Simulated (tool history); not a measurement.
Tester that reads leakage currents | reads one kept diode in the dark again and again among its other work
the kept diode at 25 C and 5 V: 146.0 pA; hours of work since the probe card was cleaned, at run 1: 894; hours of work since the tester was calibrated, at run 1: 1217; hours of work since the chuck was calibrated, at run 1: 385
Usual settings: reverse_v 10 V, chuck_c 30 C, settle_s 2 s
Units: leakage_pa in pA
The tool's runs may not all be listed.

run	day	reverse_v	chuck_c	settle_s	hours of work since the probe card was cleaned	hours of work since the tester was calibrated	hours of work since the chuck was calibrated	leakage_pa
1	0	10	30	2	894	1217	385	348.72
2	1.567	10	30	2	912	1236	404	349.87
3	2.946	10	30	2	928	1252	420	351.25
4	5.521	10	30	0.32	958	1282	450	356.26
5	7.625	13.1	30	0.32	983	1307	474	419.63
6	9.125	13.1	30	0.32	1000	1324	492	422.96
7	10.95	13.1	30	0.32	1022	1346	513	424.31
8	13.45	13.1	30	0.32	1051	1375	543	425.29
9	15.017	1.6	42	2	1069	1393	561	298.29
10	16.762	17.9	30	2	1090	1414	581	512.23
11	19.5	17.9	44	3.2	1122	1446	613	1462.19
12	21.708	17.9	44	3.2	1148	1471	639	1457.81
13	24.329	17.9	44	3.2	1178	1502	670	1466.48
14	26.262	17.9	51	1.47	1201	1525	692	2411.88
15	28.104	2	30	6.36	1222	1546	714	141.31

Forecast run 16:
16	30.396	2	30	6.36	1249	1573	741	?

leakage_pa: 141.18 pA
Without the tool's hidden state the same run would have given leakage_pa 125.91 pA.
